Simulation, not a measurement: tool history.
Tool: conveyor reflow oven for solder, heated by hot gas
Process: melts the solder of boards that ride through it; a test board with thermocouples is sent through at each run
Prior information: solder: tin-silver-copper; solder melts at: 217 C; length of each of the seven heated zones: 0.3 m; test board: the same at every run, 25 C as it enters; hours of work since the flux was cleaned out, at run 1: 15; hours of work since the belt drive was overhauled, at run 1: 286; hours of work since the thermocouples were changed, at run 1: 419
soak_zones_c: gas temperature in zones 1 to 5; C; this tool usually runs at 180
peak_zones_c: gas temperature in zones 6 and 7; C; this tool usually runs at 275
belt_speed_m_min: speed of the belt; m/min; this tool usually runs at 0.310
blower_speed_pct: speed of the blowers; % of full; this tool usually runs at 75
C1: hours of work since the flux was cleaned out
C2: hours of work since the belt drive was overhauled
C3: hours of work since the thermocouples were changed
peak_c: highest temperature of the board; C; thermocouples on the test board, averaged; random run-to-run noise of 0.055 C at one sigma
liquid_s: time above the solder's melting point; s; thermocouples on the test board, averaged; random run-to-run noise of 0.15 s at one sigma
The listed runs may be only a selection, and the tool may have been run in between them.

{"run": 1, "hour": 0.0, "soak_zones_c": 180, "peak_zones_c": 275, "belt_speed_m_min": 0.31, "blower_speed_pct": 75, "C1": 15, "C2": 286, "C3": 419, "peak_c": 265.27, "liquid_s": 103.9}
{"run": 2, "hour": 11.4, "soak_zones_c": 180, "peak_zones_c": 276, "belt_speed_m_min": 0.31, "blower_speed_pct": 75, "C1": 22, "C2": 293, "C3": 426, "peak_c": 266.19, "liquid_s": 104.3}
{"run": 3, "hour": 32.0, "soak_zones_c": 180, "peak_zones_c": 276, "belt_speed_m_min": 0.31, "blower_speed_pct": 75, "C1": 35, "C2": 306, "C3": 439, "peak_c": 266.21, "liquid_s": 104.2}
{"run": 4, "hour": 58.7, "soak_zones_c": 180, "peak_zones_c": 275, "belt_speed_m_min": 0.31, "blower_speed_pct": 54, "C1": 52, "C2": 322, "C3": 455, "peak_c": 261.77, "liquid_s": 100.5}
{"run": 5, "hour": 81.7, "soak_zones_c": 180, "peak_zones_c": 275, "belt_speed_m_min": 0.31, "blower_speed_pct": 54, "C1": 66, "C2": 337, "C3": 470, "peak_c": 261.84, "liquid_s": 100.4}
{"run": 6, "hour": 94.5, "soak_zones_c": 180, "peak_zones_c": 275, "belt_speed_m_min": 0.31, "blower_speed_pct": 54, "C1": 74, "C2": 345, "C3": 478, "peak_c": 261.89, "liquid_s": 100.6}
{"run": 7, "hour": 117.1, "soak_zones_c": 180, "peak_zones_c": 275, "belt_speed_m_min": 0.31, "blower_speed_pct": 54, "C1": 88, "C2": 359, "C3": 492, "peak_c": 261.86, "liquid_s": 100.4}
{"run": 8, "hour": 135.8, "soak_zones_c": 180, "peak_zones_c": 275, "belt_speed_m_min": 0.31, "blower_speed_pct": 75, "C1": 100, "C2": 370, "C3": 503, "peak_c": 265.19, "liquid_s": 104.3}
{"run": 9, "hour": 154.1, "soak_zones_c": 180, "peak_zones_c": 275, "belt_speed_m_min": 0.31, "blower_speed_pct": 75, "C1": 111, "C2": 382, "C3": 515, "peak_c": 265.3, "liquid_s": 104.0}
{"run": 10, "hour": 168.2, "soak_zones_c": 180, "peak_zones_c": 275, "belt_speed_m_min": 0.31, "blower_speed_pct": 55, "C1": 120, "C2": 390, "C3": 524, "peak_c": 262.05, "liquid_s": 101.0}
{"run": 11, "hour": 187.7, "soak_zones_c": 180, "peak_zones_c": 279, "belt_speed_m_min": 0.31, "blower_speed_pct": 55, "C1": 132, "C2": 403, "C3": 536, "peak_c": 265.68, "liquid_s": 103.7}
{"run": 12, "hour": 211.8, "soak_zones_c": 180, "peak_zones_c": 279, "belt_speed_m_min": 0.31, "blower_speed_pct": 55, "C1": 147, "C2": 418, "C3": 551, "peak_c": 265.73, "liquid_s": 103.6}
{"run": 13, "hour": 225.9, "soak_zones_c": 180, "peak_zones_c": 279, "belt_speed_m_min": 0.322, "blower_speed_pct": 55, "C1": 156, "C2": 426, "C3": 560, "peak_c": 264.31, "liquid_s": 98.4}
{"hour": 238.5, "done": "thermocouples of zones 6 and 7 changed"}
{"run": 14, "hour": 250.9, "soak_zones_c": 180, "peak_zones_c": 279, "belt_speed_m_min": 0.322, "blower_speed_pct": 55, "C1": 170, "C2": 441, "C3": 8, "peak_c": 262.21, "liquid_s": 96.8}
{"run": 15, "hour": 274.1, "soak_zones_c": 180, "peak_zones_c": 279, "belt_speed_m_min": 0.322, "blower_speed_pct": 55, "C1": 185, "C2": 455, "C3": 22, "peak_c": 262.4, "liquid_s": 97.1}
{"run": 16, "hour": 294.6, "soak_zones_c": 180, "peak_zones_c": 279, "belt_speed_m_min": 0.322, "blower_speed_pct": 55, "C1": 197, "C2": 468, "C3": 35, "peak_c": 262.25, "liquid_s": 97.0}
{"run": 17, "hour": 313.2, "soak_zones_c": 180, "peak_zones_c": 279, "belt_speed_m_min": 0.322, "blower_speed_pct": 55, "C1": 209, "C2": 479, "C3": 47, "peak_c": 262.25, "liquid_s": 96.9}
{"run": 18, "hour": 327.8, "soak_zones_c": 174, "peak_zones_c": 270, "belt_speed_m_min": 0.259, "blower_speed_pct": 75, "C1": 218, "C2": 489, "C3": 56, "peak_c": 261.89, "liquid_s": 119.5}
{"run": 19, "hour": 338.7, "soak_zones_c": 174, "peak_zones_c": 270, "belt_speed_m_min": 0.259, "blower_speed_pct": 70, "C1": 225, "C2": 495, "C3": 62, "peak_c": 261.33, "liquid_s": 119.1}
{"run": 20, "hour": 353.3, "soak_zones_c": 174, "peak_zones_c": 270, "belt_speed_m_min": 0.297, "blower_speed_pct": 70, "C1": 234, "C2": 504, "C3": 71, "peak_c": 258.1, "liquid_s": 99.3}
{"run": 21, "hour": 373.0, "soak_zones_c": 174, "peak_zones_c": 270, "belt_speed_m_min": 0.297, "blower_speed_pct": 70, "C1": 246, "C2": 517, "C3": 84, "peak_c": 258.16, "liquid_s": 99.6}
{"run": 22, "hour": 395.7, "soak_zones_c": 180, "peak_zones_c": 281, "belt_speed_m_min": 0.35, "blower_speed_pct": 75, "C1": 260, "C2": 531, "C3": 98, "peak_c": 264.96, "liquid_s": 91.3}
{"run": 23, "hour": 414.9, "soak_zones_c": 180, "peak_zones_c": 275, "belt_speed_m_min": 0.324, "blower_speed_pct": 70, "C1": 272, "C2": 543, "C3": 110, "peak_c": 261.12, "liquid_s": 95.9}
{"run": 24, "hour": 437.8, "soak_zones_c": 169, "peak_zones_c": 276, "belt_speed_m_min": 0.324, "blower_speed_pct": 70, "C1": 287, "C2": 557, "C3": 124, "peak_c": 260.3, "liquid_s": 89.6}
{"hour": 463.4, "done": "flux residue cleaned out of gas plates and filters"}
{"run": 25, "hour": 469.0, "soak_zones_c": 192, "peak_zones_c": 273, "belt_speed_m_min": 0.333, "blower_speed_pct": 53, "C1": 3, "C2": 573, "C3": 140, "peak_c": 258.5, "liquid_s": 97.7}
{"run": 26, "hour": 483.1, "soak_zones_c": 180, "peak_zones_c": 275, "belt_speed_m_min": 0.315, "blower_speed_pct": 58, "C1": 12, "C2": 582, "C3": 149, "peak_c": 260.89, "liquid_s": 98.4}
{"run": 27, "hour": 495.2, "soak_zones_c": 183, "peak_zones_c": 266, "belt_speed_m_min": 0.342, "blower_speed_pct": 76, "C1": 20, "C2": 590, "C3": 157, "peak_c": 253.79, "liquid_s": 86.8}
{"run": 28, "hour": 515.2, "soak_zones_c": 183, "peak_zones_c": 266, "belt_speed_m_min": 0.342, "blower_speed_pct": 53, "C1": 32, "C2": 602, "C3": 169, "peak_c": 249.89, "liquid_s": 81.2}
{"run": 29, "hour": 531.9, "soak_zones_c": 180, "peak_zones_c": 281, "belt_speed_m_min": 0.31, "blower_speed_pct": 85, "C1": 43, "C2": 612, "C3": 180, "peak_c": 270.75, "liquid_s": 108.0}
{"run": 30, "hour": 555.9, "soak_zones_c": 183, "peak_zones_c": 275, "belt_speed_m_min": 0.286, "blower_speed_pct": 75, "C1": 58, "C2": 627, "C3": 194, "peak_c": 266.11, "liquid_s": 115.8}

The logged runs with the hidden state left out (each run's random variation unchanged):
The hidden state here: heat that the gas passes to the board, % of a clean oven's; belt's true speed, % of the reading; true gas temperature in zones 6 and 7 over the reading, C; drift of the gauge itself on peak_c, C; drift of the gauge itself on liquid_s, %.
run=1 peak_c=263.97 liquid_s=102.5
run=2 peak_c=264.88 liquid_s=102.9
run=3 peak_c=264.90 liquid_s=102.7
run=4 peak_c=260.46 liquid_s=98.8
run=5 peak_c=260.53 liquid_s=98.7
run=6 peak_c=260.58 liquid_s=98.9
run=7 peak_c=260.55 liquid_s=98.7
run=8 peak_c=263.91 liquid_s=102.8
run=9 peak_c=264.02 liquid_s=102.4
run=10 peak_c=260.74 liquid_s=99.3
run=11 peak_c=264.37 liquid_s=102.1
run=12 peak_c=264.41 liquid_s=101.9
run=13 peak_c=263.02 liquid_s=96.8
run=14 peak_c=263.05 liquid_s=96.8
run=15 peak_c=263.25 liquid_s=97.1
run=16 peak_c=263.10 liquid_s=97.0
run=17 peak_c=263.10 liquid_s=96.9
run=18 peak_c=262.71 liquid_s=119.4
run=19 peak_c=262.13 liquid_s=119.0
run=20 peak_c=258.99 liquid_s=99.4
run=21 peak_c=259.05 liquid_s=99.7
run=22 peak_c=266.01 liquid_s=91.3
run=23 peak_c=262.06 liquid_s=95.9
run=24 peak_c=261.34 liquid_s=89.9
run=25 peak_c=258.47 liquid_s=96.7
run=26 peak_c=260.86 liquid_s=97.4
run=27 peak_c=253.81 liquid_s=85.9
run=28 peak_c=249.84 liquid_s=80.3
run=29 peak_c=270.79 liquid_s=106.9
run=30 peak_c=266.14 liquid_s=114.6
